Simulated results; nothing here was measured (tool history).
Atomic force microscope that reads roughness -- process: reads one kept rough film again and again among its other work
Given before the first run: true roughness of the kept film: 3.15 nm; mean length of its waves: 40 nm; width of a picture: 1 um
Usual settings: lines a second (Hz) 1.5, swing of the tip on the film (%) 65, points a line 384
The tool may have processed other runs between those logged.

run	hour	lines a second (Hz)	swing of the tip on the film (%)	points a line	roughness of the kept film (nm (root mean square))
1	0	1.5	65	384	2.78
2	15.4	1.5	65	883	2.757
3	34.6	1.5	65	883	2.713
4	55.2	1.5	65	350	2.65
5	65.2	1.5	77	350	2.574
6	86	1.5	65	384	2.59
7	97.8	1.5	65	384	2.586
8	113.7	1.5	57	384	2.57
9	124.2	1.5	57	384	2.548
10	140.5	1.5	57	309	2.512
11	154.8	3.47	57	309	2.429
# hour 157.8: height scale calibrated on a step standard
# hour 171.7: new tip fitted
12	176.9	3.47	83	309	2.561
13	191.8	0.56	65	384	2.883
14	202.8	0.56	65	384	2.873
15	223.9	0.56	65	384	2.842
16	244.5	0.58	65	384	2.759
# hour 250.4: height scale calibrated on a step standard, once more
17	261.8	0.58	65	384	2.739
18	282.3	0.67	65	384	2.658
19	300.6	2.59	65	772	2.58
20	313.6	0.54	65	416	2.611
21	326.5	1.5	68	952	2.549
22	336.3	1.5	68	952	2.533
23	345.5	1.5	68	952	2.496
24	355	0.76	74	384	2.512
25	367.1	0.52	75	384	2.511
26	377.9	0.52	75	384	2.486
# hour 393.5: new tip fitted
27	398.3	0.52	75	384	2.912
28	411	0.52	81	938	2.882
29	425.3	3.7	89	384	2.371
30	445.7	3.7	89	384	2.336
31	462.4	1.09	65	384	2.747
32	475.2	1.09	65	384	2.718
33	488.9	2.38	61	384	2.647
34	505.6	3.35	69	300	2.51
35	517.2	1.5	67	384	2.605
36	533	1.5	67	384	2.587

Difference, measured minus no-hidden-state, one row per run. Run-to-run variation is common to both terms; the gauge's own scatter need not be:
The tool's hidden condition here consists of: radius of the tip, nm; height scale over the true one, %; drift of the gauge itself on roughness_nm, %.
run	roughness of the kept film (nm (root mean square))
1	-0.13
2	-0.16
3	-0.203
4	-0.241
5	-0.254
6	-0.298
7	-0.327
8	-0.359
9	-0.381
10	-0.412
11	-0.427
12	-0.013
13	-0.054
14	-0.077
15	-0.125
16	-0.171
17	-0.224
18	-0.265
19	-0.296
20	-0.332
21	-0.352
22	-0.37
23	-0.385
24	-0.406
25	-0.431
26	-0.449
27	-0.013
28	-0.044
29	-0.065
30	-0.106
31	-0.167
32	-0.193
33	-0.224
34	-0.247
35	-0.282
36	-0.311
